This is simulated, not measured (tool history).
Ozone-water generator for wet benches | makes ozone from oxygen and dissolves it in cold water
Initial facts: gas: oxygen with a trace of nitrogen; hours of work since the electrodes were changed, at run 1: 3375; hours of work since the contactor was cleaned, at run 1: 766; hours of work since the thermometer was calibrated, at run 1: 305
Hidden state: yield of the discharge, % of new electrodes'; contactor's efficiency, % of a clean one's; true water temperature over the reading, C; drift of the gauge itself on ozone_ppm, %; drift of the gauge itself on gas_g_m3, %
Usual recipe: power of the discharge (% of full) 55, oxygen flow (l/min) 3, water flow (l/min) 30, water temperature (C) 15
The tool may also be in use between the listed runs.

run      day  power of the discharge (% of full)  oxygen flow (l/min)  water flow (l/min)  water temperature (C)  hours of work since the electrodes were changed  hours of work since the contactor was cleaned  hours of work since the thermometer was calibrated  dissolved ozone (ppm)  ozone in the gas ahead of the water (g/m3)
  1        0                                  55                    3                  30                     15                                             3375                                            766                                                 305                   6.62                                       146.1
  2    5.562                                  55                    3                  30                     15                                             3488                                            878                                                 417                   6.36                                       143.1
  3    8.833                                  55                    3                  30                     15                                             3553                                            944                                                 483                   6.44                                       143.9
  4   14.854                                  55                    3                  30                     15                                             3675                                           1065                                                 604                   6.35                                       145.8
  5   17.896                                  55                    3                  30                     15                                             3736                                           1127                                                 666                   6.67                                       145.2
  6   21.788                                  55                    3                  30                     15                                             3815                                           1205                                                 744                    6.7                                       143.7
  7   25.175                                  55                    3                  30                     15                                             3883                                           1273                                                 813                   6.53                                       144.6
  8   28.621                                  55                    3                  30                     15                                             3953                                           1343                                                 882                   6.48                                       144.5
  9   33.233                                  55                 2.39                  30                     15                                             4046                                           1436                                                 975                   6.15                                       168.6
 10   38.225                                  55                 2.39                  30                     15                                             4146                                           1537                                                1076                   6.35                                       167.6
 11   42.708                                  55                 2.39                  30                     15                                             4237                                           1627                                                1166                    6.3                                       166.7
 12   48.821                                  55                 2.39                  30                     15                                             4360                                           1750                                                1289                   6.26                                       168.9
 13   54.688                                  55                 2.39                  30                     14                                             4478                                           1869                                                1408                   6.32                                       165.1
 14   60.558                                  55                 2.39                  30                     14                                             4597                                           1987                                                1526                    6.2                                       167.9
 15   66.208                                  55                 2.39                  30                     14                                             4711                                           2101                                                1640                   6.23                                       166.4
 16   71.004                                  80                 2.67                  30                     15                                             4807                                           2198                                                1737                   8.54                                       208.2
 17   75.892                                  80                 5.29                  21                     15                                             4906                                           2296                                                1835                  13.27                                       133.7
 18   81.771                                  46                 4.39                  47                      8                                             5025                                           2415                                                1954                   3.43                                        99.2
 19   86.742                                  80                 4.17                  33                      9                                             5125                                           2515                                                2054                   8.52                                       157.2
 20   90.512                                  50                 3.53                  33                      9                                             5201                                           2591                                                2130                    5.7                                       120.3
      95.442  -- contactor cleaned
 21   96.038                                  66                    3                  36                     15                                             5309                                             12                                                2238                   5.83                                       164.7
 22  100.762                                  66                    3                  36                     15                                             5404                                            107                                                2334                   5.83                                         168
 23  104.025                                  41                 2.14                  22                     11                                             5470                                            173                                                2399                   7.53                                       143.6
 24  109.579                                  55                    3                  30                      8                                             5582                                            285                                                2512                    6.8                                       144.2

3 ways to go on from here, each from the tool as it stands after run 24. What would each give?
  A  115.2                                  55                 4.11                  30                     15                                             5695                                            398                                                2625                      ?                                           ?
  B  115.2                                  55                 2.12                  30                      8                                             5695                                            398                                                2625                      ?                                           ?
  C  115.2                                  55                 1.57                  32                     11                                             5695                                            398                                                2625                      ?                                           ?

run  dissolved ozone (ppm)  ozone in the gas ahead of the water (g/m3)
  A                   6.87                                       117.9
  B                   6.38                                       180.3
  C                   5.47                                       219.9
Had the tool no hidden state, the same runs would have come out as:
run  dissolved ozone (ppm)  ozone in the gas ahead of the water (g/m3)
  A                   6.88                                       118.1
  B                   6.39                                       180.6
  C                   5.48                                       220.3
